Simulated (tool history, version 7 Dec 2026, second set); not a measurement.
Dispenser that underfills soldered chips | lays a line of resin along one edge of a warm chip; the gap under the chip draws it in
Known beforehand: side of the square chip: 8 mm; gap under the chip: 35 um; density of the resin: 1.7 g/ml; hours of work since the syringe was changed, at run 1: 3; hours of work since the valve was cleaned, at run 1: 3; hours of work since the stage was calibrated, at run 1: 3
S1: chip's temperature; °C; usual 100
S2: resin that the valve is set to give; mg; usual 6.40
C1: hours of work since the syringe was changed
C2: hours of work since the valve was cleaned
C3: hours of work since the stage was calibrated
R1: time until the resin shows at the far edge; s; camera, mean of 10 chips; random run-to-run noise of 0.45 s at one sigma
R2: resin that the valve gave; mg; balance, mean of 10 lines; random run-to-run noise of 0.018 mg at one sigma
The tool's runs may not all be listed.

run 1 hour=0.0 | S1=100 S2=6.40 | C1=3 C2=3 C3=3 | R1=36.0 R2=6.36
-- hour=5.6 new syringe of resin
run 2 hour=7.1 | S1=100 S2=6.40 | C1=1 C2=8 C3=8 | R1=34.4 R2=6.35
run 3 hour=13.5 | S1=100 S2=6.40 | C1=5 C2=12 C3=12 | R1=39.4 R2=6.35
-- hour=15.8 new syringe of resin
run 4 hour=19.9 | S1=100 S2=5.92 | C1=3 C2=16 C3=16 | R1=35.5 R2=5.87
-- hour=25.7 new syringe of resin
run 5 hour=25.7 | S1=100 S2=5.92 | C1=0 C2=20 C3=20 | R1=33.7 R2=5.83
run 6 hour=31.5 | S1=100 S2=5.92 | C1=4 C2=24 C3=24 | R1=37.6 R2=5.86
-- hour=35.7 new syringe of resin
run 7 hour=37.9 | S1=85 S2=7.08 | C1=2 C2=28 C3=28 | R1=53.2 R2=6.98
run 8 hour=44.0 | S1=93 S2=8.28 | C1=6 C2=32 C3=32 | R1=46.0 R2=8.16
-- hour=45.5 new syringe of resin
run 9 hour=49.4 | S1=97 S2=6.40 | C1=3 C2=36 C3=36 | R1=39.3 R2=6.28
run 10 hour=53.8 | S1=87 S2=7.58 | C1=6 C2=39 C3=39 | R1=59.2 R2=7.42

What if the next run were any one of these 4? Each begins from the tool's condition after run 10:
-- hour=55.6 new syringe of resin
run A hour=58.8 | S1=97 S2=6.67 | C1=2 C2=42 C3=42 | R1=? R2=?
-- hour=55.6 new syringe of resin
run B hour=58.8 | S1=104 S2=5.67 | C1=2 C2=42 C3=42 | R1=? R2=?
-- hour=55.6 new syringe of resin
run C hour=58.8 | S1=99 S2=7.06 | C1=2 C2=42 C3=42 | R1=? R2=?
-- hour=55.6 new syringe of resin
run D hour=58.8 | S1=89 S2=6.61 | C1=2 C2=42 C3=42 | R1=? R2=?

run=A R1=39.2 R2=6.51
run=B R1=32.4 R2=5.55
run=C R1=36.7 R2=6.90
run=D R1=51.6 R2=6.49
Take away the tool's hidden state, keep each run's random variation, and the runs would have read:
run=A R1=36.1 R2=6.64
run=B R1=29.8 R2=5.66
run=C R1=33.8 R2=7.04
run=D R1=47.6 R2=6.62
